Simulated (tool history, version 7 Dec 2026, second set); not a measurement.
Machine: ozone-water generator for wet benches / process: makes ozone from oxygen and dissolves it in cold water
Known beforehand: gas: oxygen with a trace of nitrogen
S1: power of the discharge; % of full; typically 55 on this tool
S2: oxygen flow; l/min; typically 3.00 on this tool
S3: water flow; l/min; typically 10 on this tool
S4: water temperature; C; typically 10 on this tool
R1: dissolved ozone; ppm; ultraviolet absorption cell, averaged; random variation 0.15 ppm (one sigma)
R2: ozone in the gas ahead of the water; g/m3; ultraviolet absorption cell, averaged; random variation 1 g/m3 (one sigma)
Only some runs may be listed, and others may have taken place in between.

Run 1, hour 0.0: usual settings. Result: R1 19.7 ppm, R2 174.3 g/m3.
Run 2, hour 92.3: usual settings but S2 2.16 l/min. Result: R1 19.7 ppm, R2 214.1 g/m3.
Run 3, hour 288.7: usual settings but S2 2.16 l/min. Result: R1 19.8 ppm, R2 212.8 g/m3.
Run 4, hour 442.3: usual settings but S2 4.38 l/min. Result: R1 19.0 ppm, R2 135.1 g/m3.
Run 5, hour 565.9: usual settings. Result: R1 19.6 ppm, R2 174.6 g/m3.
Run 6, hour 713.9: usual settings. Result: R1 19.7 ppm, R2 171.6 g/m3.
Run 7, hour 796.9: usual settings. Result: R1 19.5 ppm, R2 172.8 g/m3.
At hour 845.7: contactor cleaned.
Run 8, hour 994.3: usual settings. Result: R1 19.4 ppm, R2 172.5 g/m3.
Run 9, hour 1136.6: usual settings. Result: R1 19.5 ppm, R2 172.8 g/m3.
Run 10, hour 1273.7: usual settings. Result: R1 19.7 ppm, R2 171.9 g/m3.
Run 11, hour 1407.7: usual settings. Result: R1 19.5 ppm, R2 173.3 g/m3.
Run 12, hour 1553.9: usual settings. Result: R1 19.5 ppm, R2 172.2 g/m3.
Run 13, hour 1687.2: usual settings but S2 1.86 l/min. Result: R1 19.7 ppm, R2 235.8 g/m3.
Run 14, hour 1844.2: usual settings but S1 97 % of full. Result: R1 26.3 ppm, R2 234.6 g/m3.
Run 15, hour 1976.3: usual settings but S1 97 % of full, S3 12 l/min. Result: R1 22.0 ppm, R2 229.9 g/m3.
At hour 2028.0: water thermometer calibrated.
Run 16, hour 2104.1: usual settings but S1 97 % of full, S3 12 l/min. Result: R1 22.0 ppm, R2 234.3 g/m3.
Run 17, hour 2269.0: usual settings but S1 97 % of full, S3 12 l/min. Result: R1 21.7 ppm, R2 233.5 g/m3.
Run 18, hour 2359.1: usual settings but S1 97 % of full, S3 12 l/min. Result: R1 21.8 ppm, R2 231.0 g/m3.
Run 19, hour 2460.3: usual settings but S1 58 % of full, S2 2.04 l/min, S3 14 l/min, S4 6 C. Result: R1 14.1 ppm, R2 227.2 g/m3.
Run 20, hour 2636.2: usual settings but S1 58 % of full, S2 2.04 l/min, S3 14 l/min, S4 6 C. Result: R1 14.1 ppm, R2 226.9 g/m3.
Run 21, hour 2753.5: usual settings. Result: R1 19.9 ppm, R2 172.5 g/m3.
At hour 2865.3: contactor cleaned.
Run 22, hour 2914.9: usual settings but S3 7 l/min. Result: R1 27.5 ppm, R2 173.7 g/m3.
Run 23, hour 2998.4: usual settings but S1 51 % of full, S3 12 l/min. Result: R1 15.7 ppm, R2 166.1 g/m3.
Run 24, hour 3150.4: usual settings but S1 51 % of full, S3 12 l/min. Result: R1 15.5 ppm, R2 166.0 g/m3.
Run 25, hour 3240.3: usual settings but S2 2.73 l/min, S3 11 l/min, S4 16 C. Result: R1 16.7 ppm, R2 183.1 g/m3.
Run 26, hour 3392.9: usual settings but S2 2.73 l/min, S3 11 l/min, S4 16 C. Result: R1 16.5 ppm, R2 182.6 g/m3.
Run 27, hour 3475.9: usual settings but S2 2.73 l/min, S3 11 l/min, S4 16 C. Result: R1 16.6 ppm, R2 183.0 g/m3.

What will run 28 give?
Run 28, hour 3661.2: usual settings but S1 62 % of full, S2 2.93 l/min. Result: R1 ?, R2 ?.

Run 28 measured R1 21.0 ppm, R2 185.0 g/m3.
Minus the tool's unlogged condition, the same run would have read R1 21.1 ppm, R2 185.3 g/m3.

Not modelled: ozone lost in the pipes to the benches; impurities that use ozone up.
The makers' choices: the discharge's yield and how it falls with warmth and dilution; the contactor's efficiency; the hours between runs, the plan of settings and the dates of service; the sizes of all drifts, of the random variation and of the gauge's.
